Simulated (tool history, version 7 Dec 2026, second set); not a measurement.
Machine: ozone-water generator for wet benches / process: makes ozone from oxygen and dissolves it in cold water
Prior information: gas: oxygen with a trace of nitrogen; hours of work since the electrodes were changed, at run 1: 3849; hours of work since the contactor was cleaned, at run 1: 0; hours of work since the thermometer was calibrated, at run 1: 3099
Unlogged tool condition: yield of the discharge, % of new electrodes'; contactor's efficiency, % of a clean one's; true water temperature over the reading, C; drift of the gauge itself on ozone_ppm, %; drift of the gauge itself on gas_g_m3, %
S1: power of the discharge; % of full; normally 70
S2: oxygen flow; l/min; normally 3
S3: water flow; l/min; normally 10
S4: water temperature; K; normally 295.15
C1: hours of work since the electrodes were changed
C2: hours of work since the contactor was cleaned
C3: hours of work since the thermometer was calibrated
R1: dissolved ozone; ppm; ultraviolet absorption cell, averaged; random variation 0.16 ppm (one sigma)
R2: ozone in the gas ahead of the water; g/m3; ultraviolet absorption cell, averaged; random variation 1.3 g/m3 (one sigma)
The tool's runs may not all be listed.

run    hour  S1    S2  S3      S4    C1    C2    C3    R1     R2
  1       0  70     3  10  295.15  3849     0  3099  20.6  239.8
  2    93.1  70     3  10  295.15  3915    66  3165  20.9  239.8
  3   161.5  70  1.95  10  295.15  3963   114  3213  18.9    279
  4   208.7  70     3   7  295.15  3996   147  3247  27.4  238.1
  5   254.9  70     3   7  295.15  4029   180  3279    27  236.9
  6   322.5  44     3  10  295.15  4077   228  3327    15  169.9
  7   408.8  70     3  10  289.15  4137   288  3388  22.7  238.3
  8     496  70     3  10  299.15  4199   350  3449  19.3  234.7
  9   554.6  70     3  10  299.15  4240   391  3491  19.5  237.2
 10   620.4  70     3  10  299.15  4287   438  3537  19.3  235.5
 11   673.6  70     3  10  299.15  4324   475  3575    19  235.3
 12   722.9  74     3  10  295.15  4359   510  3609  21.6    245
 13   771.2  74     3  10  295.15  4393   544  3644  21.5  243.5
 14   842.6  74     3  10  295.15  4444   595  3694  21.6  243.8
 15   902.4  70  1.95  10  295.15  4486   637  3736  19.2  274.3
 16   956.4  70  5.26  10  295.15  4524   675  3774  20.9  189.4
 17  1025.5  70  5.26  10  295.15  4573   724  3823  21.5  189.1
     1049.1  -- gauge calibrated
 18  1104.8  81  3.99  16  292.15  4629   780  3879    16    240
 19  1188.2  59  3.99  16  288.15  4687   838  3938  13.4  190.4
 20  1282.5  59   1.9  12  288.15  4754   905  4004    15  249.5
 21  1356.5  44  2.67  10  302.15  4806   957  4057  13.1    178
 22  1417.7  40  2.55  13  302.15  4849  1000  4100   9.5  168.9
 23  1506.9  40  4.21  13  294.15  4912  1063  4163  11.5  139.7
 24    1586  40  4.21  13  294.15  4968  1119  4219  11.2  137.6
 25  1635.7  40  4.21  13  294.15  5003  1154  4254  11.4    139
     1720.1  -- electrodes of the discharge changed
 26    1725  46  2.05  15  290.15     3  1213  4312   9.8  201.3
 27  1787.1  46  3.84  15  290.15    47  1257  4356  11.7  156.4
 28  1858.7  70  5.22  13  295.15    98  1307  4407  17.3  190.6
 29    1918  70  5.22  13  295.15   140  1349  4449  17.2  190.6
 30  2020.8  70  5.22  13  295.15   212  1422  4521  17.3    190
 31  2070.8  70  5.22  13  295.15   247  1457  4556  17.2  188.1
 32    2131  65  5.17  10  295.15   290  1499  4599  20.4  177.8

The logged runs with the hidden state left out (each run's random variation unchanged):
run     R2
  1    240
  2  240.7
  3  280.5
  4  239.7
  5  238.9
  6  171.5
  7  241.3
  8  238.3
  9  241.2
 10    240
 11    240
 12  250.4
 13  249.1
 14    250
 15  281.7
 16  194.9
 17  194.9
 18  240.8
 19  191.4
 20  251.5
 21  179.7
 22  170.8
 23  141.6
 24  139.8
 25  141.4
 26  205.1
 27  159.7
 28  194.9
 29  195.3
 30  195.2
 31  193.6
 32  183.3
R1: differs from the measured result by no more than 0.1 ppm in any run.

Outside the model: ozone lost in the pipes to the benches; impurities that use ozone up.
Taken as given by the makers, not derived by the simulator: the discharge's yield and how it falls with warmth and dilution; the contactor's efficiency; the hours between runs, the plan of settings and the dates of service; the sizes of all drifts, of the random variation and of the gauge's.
